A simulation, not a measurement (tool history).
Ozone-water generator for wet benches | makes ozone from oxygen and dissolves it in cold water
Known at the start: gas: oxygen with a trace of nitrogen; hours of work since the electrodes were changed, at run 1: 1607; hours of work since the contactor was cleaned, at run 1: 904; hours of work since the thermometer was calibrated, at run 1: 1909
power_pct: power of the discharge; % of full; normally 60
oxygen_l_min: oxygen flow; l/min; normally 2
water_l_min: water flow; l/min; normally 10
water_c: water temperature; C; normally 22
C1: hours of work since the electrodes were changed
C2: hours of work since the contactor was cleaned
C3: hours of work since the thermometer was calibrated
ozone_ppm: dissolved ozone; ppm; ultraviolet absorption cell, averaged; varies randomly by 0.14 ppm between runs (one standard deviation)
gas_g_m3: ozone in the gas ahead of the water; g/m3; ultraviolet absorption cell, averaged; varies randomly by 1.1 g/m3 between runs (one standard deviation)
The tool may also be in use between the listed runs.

run 1 day=0 | power_pct=60 oxygen_l_min=2 water_l_min=10 water_c=22 | C1=1607 C2=904 C3=1909 | ozone_ppm=16.9 gas_g_m3=202.8
run 2 day=6.162 | power_pct=60 oxygen_l_min=2 water_l_min=10 water_c=22 | C1=1741 C2=1038 C3=2043 | ozone_ppm=17.2 gas_g_m3=202.7
run 3 day=10.633 | power_pct=60 oxygen_l_min=2 water_l_min=10 water_c=22 | C1=1838 C2=1135 C3=2140 | ozone_ppm=17.3 gas_g_m3=202.9
run 4 day=14.604 | power_pct=60 oxygen_l_min=2 water_l_min=10 water_c=22 | C1=1924 C2=1222 C3=2226 | ozone_ppm=16.9 gas_g_m3=201.1
run 5 day=19.471 | power_pct=60 oxygen_l_min=2 water_l_min=10 water_c=22 | C1=2030 C2=1327 C3=2332 | ozone_ppm=17.2 gas_g_m3=200.1
run 6 day=24.754 | power_pct=60 oxygen_l_min=2 water_l_min=10 water_c=22 | C1=2145 C2=1442 C3=2447 | ozone_ppm=17 gas_g_m3=201.3
run 7 day=28.854 | power_pct=48 oxygen_l_min=2 water_l_min=10 water_c=22 | C1=2234 C2=1531 C3=2536 | ozone_ppm=14.5 gas_g_m3=170.7
run 8 day=36.754 | power_pct=48 oxygen_l_min=2 water_l_min=10 water_c=22 | C1=2406 C2=1703 C3=2708 | ozone_ppm=14.9 gas_g_m3=174.2
run 9 day=44.45 | power_pct=60 oxygen_l_min=1.29 water_l_min=10 water_c=22 | C1=2573 C2=1870 C3=2875 | ozone_ppm=15.9 gas_g_m3=248.8
run 10 day=53.338 | power_pct=65 oxygen_l_min=2 water_l_min=10 water_c=22 | C1=2766 C2=2064 C3=3068 | ozone_ppm=18.2 gas_g_m3=212.3
run 11 day=56.929 | power_pct=65 oxygen_l_min=2 water_l_min=13 water_c=22 | C1=2844 C2=2142 C3=3146 | ozone_ppm=13.8 gas_g_m3=212.5
run 12 day=65.667 | power_pct=65 oxygen_l_min=2 water_l_min=13 water_c=22 | C1=3034 C2=2332 C3=3336 | ozone_ppm=13.8 gas_g_m3=213
run 13 day=71.004 | power_pct=65 oxygen_l_min=2 water_l_min=13 water_c=22 | C1=3150 C2=2448 C3=3452 | ozone_ppm=13.9 gas_g_m3=215.8
run 14 day=78.879 | power_pct=60 oxygen_l_min=2 water_l_min=10 water_c=22 | C1=3321 C2=2619 C3=3623 | ozone_ppm=17.2 gas_g_m3=204
run 15 day=85.6 | power_pct=60 oxygen_l_min=2 water_l_min=10 water_c=22 | C1=3468 C2=2765 C3=3769 | ozone_ppm=17.1 gas_g_m3=203.2
run 16 day=89.475 | power_pct=60 oxygen_l_min=2 water_l_min=10 water_c=22 | C1=3552 C2=2849 C3=3854 | ozone_ppm=17 gas_g_m3=201.9
-- day=90.746 contactor cleaned
run 17 day=94.908 | power_pct=60 oxygen_l_min=2 water_l_min=10 water_c=22 | C1=3666 C2=90 C3=3968 | ozone_ppm=17.3 gas_g_m3=203.5
run 18 day=103.788 | power_pct=72 oxygen_l_min=2 water_l_min=10 water_c=22 | C1=3859 C2=283 C3=4161 | ozone_ppm=19.5 gas_g_m3=229.9
run 19 day=109.342 | power_pct=74 oxygen_l_min=2.95 water_l_min=9 water_c=22 | C1=3980 C2=404 C3=4282 | ozone_ppm=22.3 gas_g_m3=195.6
run 20 day=113.938 | power_pct=42 oxygen_l_min=3.28 water_l_min=11 water_c=28 | C1=4080 C2=504 C3=4382 | ozone_ppm=11.6 gas_g_m3=126.2
run 21 day=118.858 | power_pct=88 oxygen_l_min=2.22 water_l_min=9 water_c=14 | C1=4187 C2=611 C3=4489 | ozone_ppm=27.5 gas_g_m3=254.4
run 22 day=126.808 | power_pct=60 oxygen_l_min=2 water_l_min=10 water_c=20 | C1=4360 C2=784 C3=4662 | ozone_ppm=17.8 gas_g_m3=204.4
run 23 day=131.546 | power_pct=60 oxygen_l_min=2 water_l_min=11 water_c=22 | C1=4463 C2=887 C3=4765 | ozone_ppm=15.7 gas_g_m3=205.9
run 24 day=135.421 | power_pct=60 oxygen_l_min=2 water_l_min=11 water_c=22 | C1=4547 C2=971 C3=4849 | ozone_ppm=15.6 gas_g_m3=205.2
-- day=141.021 water thermometer calibrated
run 25 day=143.071 | power_pct=60 oxygen_l_min=2 water_l_min=14 water_c=25 | C1=4713 C2=1137 C3=45 | ozone_ppm=11.7 gas_g_m3=205
run 26 day=150.517 | power_pct=60 oxygen_l_min=2.22 water_l_min=10 water_c=15 | C1=4875 C2=1299 C3=206 | ozone_ppm=19.2 gas_g_m3=193
run 27 day=154.346 | power_pct=60 oxygen_l_min=2 water_l_min=15 water_c=22 | C1=4958 C2=1382 C3=290 | ozone_ppm=11.3 gas_g_m3=207.3
run 28 day=163.146 | power_pct=60 oxygen_l_min=1.6 water_l_min=7 water_c=22 | C1=5149 C2=1573 C3=481 | ozone_ppm=23.3 gas_g_m3=228
-- day=166.558 electrodes of the discharge changed
run 29 day=171.562 | power_pct=62 oxygen_l_min=1.6 water_l_min=11 water_c=22 | C1=109 C2=1751 C3=659 | ozone_ppm=15.3 gas_g_m3=232.9
-- day=174.292 gauge calibrated
run 30 day=179.808 | power_pct=60 oxygen_l_min=1.63 water_l_min=8 water_c=29 | C1=288 C2=1930 C3=838 | ozone_ppm=18.6 gas_g_m3=221.6
run 31 day=186.471 | power_pct=60 oxygen_l_min=1.63 water_l_min=15 water_c=29 | C1=433 C2=2075 C3=983 | ozone_ppm=10 gas_g_m3=222.7
run 32 day=192.221 | power_pct=60 oxygen_l_min=1.63 water_l_min=15 water_c=29 | C1=558 C2=2200 C3=1108 | ozone_ppm=10.1 gas_g_m3=220.7
run 33 day=200.708 | power_pct=60 oxygen_l_min=1.63 water_l_min=15 water_c=29 | C1=742 C2=2384 C3=1292 | ozone_ppm=9.9 gas_g_m3=223.7
run 34 day=206.721 | power_pct=60 oxygen_l_min=2.48 water_l_min=10 water_c=22 | C1=873 C2=2515 C3=1423 | ozone_ppm=17.4 gas_g_m3=183.1

Branching from run 34: 3 alternative next runs. What would each branch give?
run A day=210.679 | power_pct=60 oxygen_l_min=2.48 water_l_min=10 water_c=18 | C1=959 C2=2601 C3=1509 | ozone_ppm=? gas_g_m3=?
run B day=210.679 | power_pct=60 oxygen_l_min=2 water_l_min=10 water_c=22 | C1=959 C2=2601 C3=1509 | ozone_ppm=? gas_g_m3=?
run C day=210.679 | power_pct=60 oxygen_l_min=1.04 water_l_min=12 water_c=22 | C1=959 C2=2601 C3=1509 | ozone_ppm=? gas_g_m3=?

run=A ozone_ppm=18.4 gas_g_m3=182.3
run=B ozone_ppm=17.3 gas_g_m3=202.5
run=C ozone_ppm=12.1 gas_g_m3=275.8
Without the tool's hidden state the same runs would have given:
run=A ozone_ppm=18.5 gas_g_m3=181.4
run=B ozone_ppm=17.3 gas_g_m3=201.4
run=C ozone_ppm=12.1 gas_g_m3=274.3
